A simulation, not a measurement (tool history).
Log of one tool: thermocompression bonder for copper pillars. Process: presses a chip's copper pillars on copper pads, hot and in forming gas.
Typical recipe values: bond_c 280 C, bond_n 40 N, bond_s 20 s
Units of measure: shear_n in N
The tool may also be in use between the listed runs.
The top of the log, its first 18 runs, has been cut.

run 19 hour=1112.1 | bond_c=280 bond_n=40 bond_s=47 | shear_n=57.6
-- hour=1183.4 forming gas filter changed
run 20 hour=1184.8 | bond_c=280 bond_n=40 bond_s=20 | shear_n=48.3
-- hour=1215.5 force cell calibrated
run 21 hour=1241.1 | bond_c=267 bond_n=39 bond_s=26 | shear_n=47.9
run 22 hour=1315.7 | bond_c=254 bond_n=39 bond_s=26 | shear_n=41.0
run 23 hour=1372.6 | bond_c=263 bond_n=40 bond_s=20 | shear_n=41.3
-- hour=1413.9 heater calibrated with a thermocouple chip
run 24 hour=1430.7 | bond_c=263 bond_n=32 bond_s=20 | shear_n=36.7
run 25 hour=1502.7 | bond_c=274 bond_n=24 bond_s=27 | shear_n=32.8
run 26 hour=1579.4 | bond_c=274 bond_n=24 bond_s=27 | shear_n=32.6
-- hour=1593.5 forming gas filter changed
run 27 hour=1633.7 | bond_c=310 bond_n=40 bond_s=20 | shear_n=72.5
run 28 hour=1672.5 | bond_c=254 bond_n=43 bond_s=32 | shear_n=55.8
run 29 hour=1722.4 | bond_c=307 bond_n=60 bond_s=46 | shear_n=96.5
run 30 hour=1786.1 | bond_c=305 bond_n=40 bond_s=20 | shear_n=65.6
run 31 hour=1833.0 | bond_c=281 bond_n=32 bond_s=17 | shear_n=40.9
run 32 hour=1907.3 | bond_c=282 bond_n=57 bond_s=21 | shear_n=71.8
run 33 hour=1941.5 | bond_c=307 bond_n=51 bond_s=11 | shear_n=65.8
run 34 hour=1987.0 | bond_c=285 bond_n=44 bond_s=13 | shear_n=50.8
-- hour=1998.1 forming gas filter changed
run 35 hour=2026.5 | bond_c=286 bond_n=36 bond_s=34 | shear_n=64.2
run 36 hour=2097.1 | bond_c=267 bond_n=40 bond_s=20 | shear_n=48.4
run 37 hour=2141.2 | bond_c=267 bond_n=40 bond_s=20 | shear_n=47.1
run 38 hour=2208.1 | bond_c=295 bond_n=32 bond_s=20 | shear_n=48.2
run 39 hour=2264.8 | bond_c=280 bond_n=28 bond_s=20 | shear_n=36.2

Alternative continuations, all from the tool just after run 39; predict every row:
run A hour=2320.6 | bond_c=279 bond_n=28 bond_s=20 | shear_n=?
run B hour=2320.6 | bond_c=252 bond_n=46 bond_s=24 | shear_n=?
run C hour=2320.6 | bond_c=303 bond_n=25 bond_s=10 | shear_n=?

run=A shear_n=34.7
run=B shear_n=45.9
run=C shear_n=30.0
With no hidden state in the tool, these same runs would have given:
run=A shear_n=41.8
run=B shear_n=55.0
run=C shear_n=36.2
